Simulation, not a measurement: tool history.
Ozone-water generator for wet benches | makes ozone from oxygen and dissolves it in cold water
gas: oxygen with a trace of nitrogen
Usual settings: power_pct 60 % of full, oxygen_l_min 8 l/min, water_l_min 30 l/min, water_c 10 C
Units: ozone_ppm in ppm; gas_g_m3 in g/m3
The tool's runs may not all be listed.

{"run": 1, "hour": 0.0, "power_pct": 60, "oxygen_l_min": 8, "water_l_min": 30, "water_c": 10, "ozone_ppm": 20.7, "gas_g_m3": 224.1}
{"run": 2, "hour": 25.4, "power_pct": 60, "oxygen_l_min": 8, "water_l_min": 30, "water_c": 10, "ozone_ppm": 20.4, "gas_g_m3": 227.3}
{"run": 3, "hour": 44.6, "power_pct": 60, "oxygen_l_min": 8, "water_l_min": 30, "water_c": 10, "ozone_ppm": 20.6, "gas_g_m3": 225.7}
{"run": 4, "hour": 70.5, "power_pct": 60, "oxygen_l_min": 11.13, "water_l_min": 30, "water_c": 10, "ozone_ppm": 19.4, "gas_g_m3": 179}
{"run": 5, "hour": 102.3, "power_pct": 60, "oxygen_l_min": 11.13, "water_l_min": 30, "water_c": 10, "ozone_ppm": 19.6, "gas_g_m3": 180.2}
{"run": 6, "hour": 122.8, "power_pct": 60, "oxygen_l_min": 11.13, "water_l_min": 30, "water_c": 10, "ozone_ppm": 19.6, "gas_g_m3": 180.7}
{"run": 7, "hour": 137.8, "power_pct": 60, "oxygen_l_min": 8, "water_l_min": 30, "water_c": 10, "ozone_ppm": 20.8, "gas_g_m3": 226.7}
{"run": 8, "hour": 158.3, "power_pct": 60, "oxygen_l_min": 8, "water_l_min": 30, "water_c": 10, "ozone_ppm": 20.6, "gas_g_m3": 227}
{"run": 9, "hour": 178.4, "power_pct": 60, "oxygen_l_min": 4.8, "water_l_min": 30, "water_c": 10, "ozone_ppm": 20.6, "gas_g_m3": 321}
{"run": 10, "hour": 202.9, "power_pct": 60, "oxygen_l_min": 8, "water_l_min": 30, "water_c": 10, "ozone_ppm": 20.7, "gas_g_m3": 228.1}
{"run": 11, "hour": 229.7, "power_pct": 60, "oxygen_l_min": 8, "water_l_min": 30, "water_c": 10, "ozone_ppm": 20.8, "gas_g_m3": 228.6}
{"run": 12, "hour": 251.4, "power_pct": 60, "oxygen_l_min": 8, "water_l_min": 30, "water_c": 10, "ozone_ppm": 20.6, "gas_g_m3": 226.2}
{"run": 13, "hour": 278.4, "power_pct": 60, "oxygen_l_min": 8, "water_l_min": 30, "water_c": 10, "ozone_ppm": 20.7, "gas_g_m3": 227}
{"run": 14, "hour": 292.1, "power_pct": 60, "oxygen_l_min": 8, "water_l_min": 30, "water_c": 10, "ozone_ppm": 20.5, "gas_g_m3": 227.3}
{"run": 15, "hour": 323.0, "power_pct": 60, "oxygen_l_min": 7.88, "water_l_min": 30, "water_c": 17, "ozone_ppm": 18.8, "gas_g_m3": 231.5}
{"run": 16, "hour": 346.0, "power_pct": 66, "oxygen_l_min": 7.88, "water_l_min": 30, "water_c": 8, "ozone_ppm": 22.1, "gas_g_m3": 245.2}
{"run": 17, "hour": 366.4, "power_pct": 45, "oxygen_l_min": 7.88, "water_l_min": 30, "water_c": 8, "ozone_ppm": 17.9, "gas_g_m3": 195.9}
{"run": 18, "hour": 391.6, "power_pct": 42, "oxygen_l_min": 14.29, "water_l_min": 25, "water_c": 13, "ozone_ppm": 16.6, "gas_g_m3": 124.7}
{"run": 19, "hour": 418.2, "power_pct": 60, "oxygen_l_min": 6.5, "water_l_min": 30, "water_c": 6, "ozone_ppm": 21.8, "gas_g_m3": 265.2}
{"run": 20, "hour": 445.3, "power_pct": 66, "oxygen_l_min": 6.44, "water_l_min": 23, "water_c": 10, "ozone_ppm": 28.1, "gas_g_m3": 282}
{"hour": 450.4, "done": "gauge calibrated"}
{"run": 21, "hour": 463.5, "power_pct": 66, "oxygen_l_min": 6.44, "water_l_min": 23, "water_c": 10, "ozone_ppm": 28.3, "gas_g_m3": 275.5}
{"run": 22, "hour": 478.6, "power_pct": 60, "oxygen_l_min": 8, "water_l_min": 30, "water_c": 13, "ozone_ppm": 19.9, "gas_g_m3": 226.5}
{"run": 23, "hour": 501.0, "power_pct": 60, "oxygen_l_min": 4.67, "water_l_min": 30, "water_c": 13, "ozone_ppm": 20.2, "gas_g_m3": 325.1}
{"run": 24, "hour": 517.6, "power_pct": 61, "oxygen_l_min": 11.08, "water_l_min": 33, "water_c": 7, "ozone_ppm": 19, "gas_g_m3": 180.6}
{"hour": 545.9, "done": "contactor cleaned"}
{"run": 25, "hour": 551.1, "power_pct": 94, "oxygen_l_min": 7.62, "water_l_min": 30, "water_c": 5, "ozone_ppm": 28.2, "gas_g_m3": 302.4}
{"run": 26, "hour": 575.5, "power_pct": 94, "oxygen_l_min": 7.62, "water_l_min": 30, "water_c": 5, "ozone_ppm": 28.5, "gas_g_m3": 301.4}

Forecast each of these 4 alternatives for the next run:
{"run": "A", "hour": 597.5, "power_pct": 86, "oxygen_l_min": 11.81, "water_l_min": 30, "water_c": 18, "ozone_ppm": "?", "gas_g_m3": "?"}
{"run": "B", "hour": 597.5, "power_pct": 60, "oxygen_l_min": 6.05, "water_l_min": 30, "water_c": 10, "ozone_ppm": "?", "gas_g_m3": "?"}
{"run": "C", "hour": 597.5, "power_pct": 96, "oxygen_l_min": 7.62, "water_l_min": 30, "water_c": 5, "ozone_ppm": "?", "gas_g_m3": "?"}
{"run": "D", "hour": 597.5, "power_pct": 54, "oxygen_l_min": 8, "water_l_min": 30, "water_c": 10, "ozone_ppm": "?", "gas_g_m3": "?"}

run=A ozone_ppm=21.3 gas_g_m3=213.1
run=B ozone_ppm=21 gas_g_m3=275.6
run=C ozone_ppm=28.3 gas_g_m3=306.7
run=D ozone_ppm=19.3 gas_g_m3=212.2
Without the tool's hidden state the same runs would have given:
run=A ozone_ppm=21.3 gas_g_m3=211.3
run=B ozone_ppm=21 gas_g_m3=273.3
run=C ozone_ppm=28.3 gas_g_m3=304.2
run=D ozone_ppm=19.3 gas_g_m3=210.4
